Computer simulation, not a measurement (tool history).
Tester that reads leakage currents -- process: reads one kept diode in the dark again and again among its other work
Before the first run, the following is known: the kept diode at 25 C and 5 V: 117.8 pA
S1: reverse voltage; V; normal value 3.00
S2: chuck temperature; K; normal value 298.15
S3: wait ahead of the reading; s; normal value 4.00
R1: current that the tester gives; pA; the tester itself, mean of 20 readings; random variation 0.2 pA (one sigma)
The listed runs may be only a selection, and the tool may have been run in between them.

run 1 hour=0.0 | S1=3.00 S2=298.15 S3=4.00 | R1=98.04
run 2 hour=220.9 | S1=3.00 S2=298.15 S3=4.00 | R1=98.26
run 3 hour=427.8 | S1=3.00 S2=298.15 S3=4.00 | R1=97.87
run 4 hour=519.3 | S1=3.00 S2=298.15 S3=4.00 | R1=98.04
run 5 hour=698.4 | S1=3.00 S2=298.15 S3=4.00 | R1=97.82
run 6 hour=804.2 | S1=3.00 S2=298.15 S3=4.00 | R1=97.53
run 7 hour=985.9 | S1=12.69 S2=298.15 S3=4.00 | R1=174.82
run 8 hour=1092.4 | S1=1.09 S2=298.15 S3=4.00 | R1=65.90
run 9 hour=1232.7 | S1=1.09 S2=298.15 S3=4.00 | R1=66.24
run 10 hour=1341.1 | S1=1.09 S2=298.15 S3=4.00 | R1=66.08
run 11 hour=1497.1 | S1=1.09 S2=298.15 S3=4.00 | R1=65.99
run 12 hour=1600.7 | S1=3.00 S2=298.15 S3=1.03 | R1=98.38
run 13 hour=1799.4 | S1=3.00 S2=298.15 S3=1.03 | R1=97.95
run 14 hour=1953.5 | S1=3.00 S2=298.15 S3=1.03 | R1=98.04
run 15 hour=2172.1 | S1=3.00 S2=298.15 S3=1.03 | R1=98.09
run 16 hour=2273.0 | S1=3.00 S2=298.15 S3=4.00 | R1=97.90
run 17 hour=2432.9 | S1=3.00 S2=298.15 S3=4.00 | R1=97.67
run 18 hour=2532.0 | S1=3.00 S2=298.15 S3=4.00 | R1=97.57
run 19 hour=2654.3 | S1=3.00 S2=298.15 S3=4.00 | R1=97.50
run 20 hour=2825.7 | S1=3.00 S2=298.15 S3=4.00 | R1=97.57
run 21 hour=2966.4 | S1=7.00 S2=309.15 S3=1.25 | R1=329.10
run 22 hour=3189.0 | S1=7.85 S2=315.15 S3=4.00 | R1=544.58
run 23 hour=3364.2 | S1=1.63 S2=319.15 S3=6.80 | R1=426.48
run 24 hour=3463.8 | S1=7.96 S2=330.15 S3=0.45 | R1=1723.09
run 25 hour=3635.0 | S1=7.96 S2=330.15 S3=0.45 | R1=1723.51
run 26 hour=3746.9 | S1=2.48 S2=330.15 S3=4.83 | R1=1109.70
run 27 hour=3876.4 | S1=1.02 S2=296.15 S3=1.09 | R1=55.87
run 28 hour=3971.3 | S1=1.02 S2=296.15 S3=1.09 | R1=55.75
run 29 hour=4113.0 | S1=1.02 S2=316.15 S3=1.20 | R1=282.52
run 30 hour=4331.9 | S1=1.02 S2=316.15 S3=1.20 | R1=281.65
run 31 hour=4451.1 | S1=4.76 S2=309.15 S3=1.97 | R1=288.11
run 32 hour=4618.5 | S1=15.84 S2=295.15 S3=1.97 | R1=140.53
run 33 hour=4815.7 | S1=15.84 S2=326.15 S3=1.97 | R1=1648.51
run 34 hour=4918.1 | S1=1.08 S2=326.15 S3=9.05 | R1=605.65
run 35 hour=5115.5 | S1=1.08 S2=326.15 S3=9.05 | R1=606.09
run 36 hour=5254.2 | S1=3.00 S2=330.15 S3=4.00 | R1=1179.08
run 37 hour=5425.8 | S1=3.55 S2=315.15 S3=0.61 | R1=415.44
run 38 hour=5605.5 | S1=3.55 S2=315.15 S3=0.61 | R1=413.65

Put back what was entered between runs (3 entries, withheld): which listed runs does each sit between, and how does the hidden state differ from the listed run before to the listed run after?
Runs 20 to 21: chuck's temperature calibrated (hour 2841.8)
  stray current of the dirty probe card, pA a volt: 1.176 -> 1.195; current scale over the true one, %: 1.04 -> 1.06; true chuck temperature over the reading, C: -0.55 -> -0.76
  the result without the hidden state subtracted from the measured one, R1: -0.10 -> -8.44 pA
Runs 22 to 23: chuck's temperature calibrated, once more (hour 3335.7)
  stray current of the dirty probe card, pA a volt: 1.224 -> 1.248; current scale over the true one, %: 1.09 -> 1.11; true chuck temperature over the reading, C: -0.78 -> -0.21
  the result without the hidden state subtracted from the measured one, R1: -17.89 -> -0.08 pA
Runs 28 to 29: probe card cleaned and baked (hour 4015.1)
  stray current of the dirty probe card, pA a volt: 1.33 -> 0.037; current scale over the true one, %: 1.19 -> 1.21; true chuck temperature over the reading, C: -0.26 -> -0.27
  the result without the hidden state subtracted from the measured one, R1: +0.73 -> -2.56 pA
